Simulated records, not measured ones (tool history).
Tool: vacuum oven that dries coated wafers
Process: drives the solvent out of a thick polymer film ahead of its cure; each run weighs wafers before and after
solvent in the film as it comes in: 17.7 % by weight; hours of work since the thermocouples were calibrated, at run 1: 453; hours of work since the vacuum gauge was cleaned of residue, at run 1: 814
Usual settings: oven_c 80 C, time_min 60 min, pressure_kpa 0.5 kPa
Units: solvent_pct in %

run,day,oven_c,time_min,pressure_kpa,hours of work since the thermocouples were calibrated,hours of work since the vacuum gauge was cleaned of residue,solvent_pct
1,0,80,60,0.5,453,814,1.28
2,3.067,80,60,0.5,489,850,1.25
3,5.012,80,60,0.5,511,873,1.24
4,7.029,80,60,0.5,535,896,1.26
5,9.275,80,60,0.5,561,922,1.25
6,12.004,80,61,0.5,593,954,1.25
7,13.779,80,61,0.5,614,975,1.2
8,16.475,80,106,0.5,645,1006,0.37
9,18.425,80,106,0.5,668,1029,0.38
10,21,80,60,0.5,698,1059,1.25
# day 24.142: oven's thermocouples calibrated
11,24.142,80,60,0.5,0,1095,1.29
12,26.746,80,60,0.5,30,1125,1.29
13,29.183,73,56,0.455,59,1153,3.02
14,31.692,80,31,0.603,88,1183,3.93
15,34.2,80,31,0.603,117,1212,3.94
16,36.671,80,31,0.603,146,1241,3.91
17,38.704,80,91,0.286,170,1264,0.47
18,40.825,85,105,1.797,194,1289,0.57
19,43.642,85,105,1.797,227,1322,0.58
20,45.354,80,49,0.5,247,1342,1.88
21,49.129,73,43,0.942,291,1386,4.36
22,51,73,43,0.942,313,1408,4.36
23,53.129,73,43,0.942,338,1432,4.37
24,56.546,80,60,0.251,378,1472,1.21

Forecast each of these 5 alternatives for the next run:
A,58.079,80,90,0.251,396,1490,?
B,58.079,66,47,0.5,396,1490,?
C,58.079,80,60,0.486,396,1490,?
D,58.079,69,60,0.314,396,1490,?
E,58.079,91,60,1.18,396,1490,?

run,solvent_pct
A,0.47
B,5.98
C,1.26
D,3.69
E,0.46
Without the tool's hidden state the same runs would have given:
run,solvent_pct
A,0.37
B,6.05
C,1.23
D,3.73
E,0.38
